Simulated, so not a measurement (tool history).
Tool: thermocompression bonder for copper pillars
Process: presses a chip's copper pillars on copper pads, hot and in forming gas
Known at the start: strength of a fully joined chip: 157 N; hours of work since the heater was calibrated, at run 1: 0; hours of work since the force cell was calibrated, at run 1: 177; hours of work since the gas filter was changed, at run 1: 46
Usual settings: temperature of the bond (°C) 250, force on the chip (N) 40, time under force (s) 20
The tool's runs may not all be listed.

run,hour,temperature of the bond (°C),force on the chip (N),time under force (s),hours of work since the heater was calibrated,hours of work since the force cell was calibrated,hours of work since the gas filter was changed,force that shears a chip off (N)
1,0.0,250,40,20,0,177,46,69.7
2,36.8,250,40,20,17,193,62,68.1
3,107.1,250,40,53,48,225,94,90.8
# hour 134.9: forming gas filter changed
4,160.8,250,40,20,72,249,12,71.6
5,203.3,250,40,20,91,268,31,67.5
6,262.7,250,40,20,118,294,57,66.3
7,333.7,258,40,20,150,326,89,70.9
# hour 372.7: forming gas filter changed
8,374.6,258,40,20,168,344,1,75.3
9,420.7,250,56,20,188,365,22,86.9
10,466.9,250,40,20,209,386,42,65.1
11,522.0,250,40,20,234,411,67,64.4
# hour 527.5: heater calibrated with a thermocouple chip
12,553.1,250,40,29,12,424,80,72.9
# hour 611.8: forming gas filter changed
13,612.1,250,40,29,38,450,0,76.6
14,681.3,250,40,29,69,481,31,75.3
# hour 687.3: heater calibrated with a thermocouple chip, once more
15,723.3,250,40,29,16,499,49,74.3
16,784.6,250,40,29,44,527,77,72.8
17,815.4,250,40,29,58,540,91,72.4
# hour 850.7: forming gas filter changed
18,870.8,239,40,29,82,565,9,67.2
19,930.7,239,40,29,109,592,36,66.0
20,975.7,239,40,29,129,612,56,64.9
21,1014.4,239,40,29,147,629,73,62.6
22,1053.8,240,47,20,164,647,91,61.8
# hour 1085.5: forming gas filter changed
23,1098.2,245,55,13,184,667,6,66.7
24,1144.1,241,40,27,205,687,26,65.6
25,1209.5,268,24,16,234,717,56,46.3
26,1273.6,268,24,16,263,746,84,46.0
27,1305.8,250,56,20,277,760,99,76.8
# hour 1321.0: forming gas filter changed
28,1335.8,250,56,20,290,773,7,84.4
29,1405.7,250,48,47,322,805,38,94.7
30,1476.8,250,48,47,354,837,70,92.0
31,1544.0,250,48,44,384,867,100,88.0
# hour 1559.1: forming gas filter changed
32,1577.8,250,48,44,399,882,8,96.5
33,1639.0,265,36,14,426,909,36,60.3
34,1691.3,255,36,15,450,933,59,52.9

The next listed run, before its measurement:
35,1755.3,248,32,58,479,961,88,?

force that shears a chip off (N): 70.7
Without the tool's hidden state the same run would have given force that shears a chip off (N) 85.6.

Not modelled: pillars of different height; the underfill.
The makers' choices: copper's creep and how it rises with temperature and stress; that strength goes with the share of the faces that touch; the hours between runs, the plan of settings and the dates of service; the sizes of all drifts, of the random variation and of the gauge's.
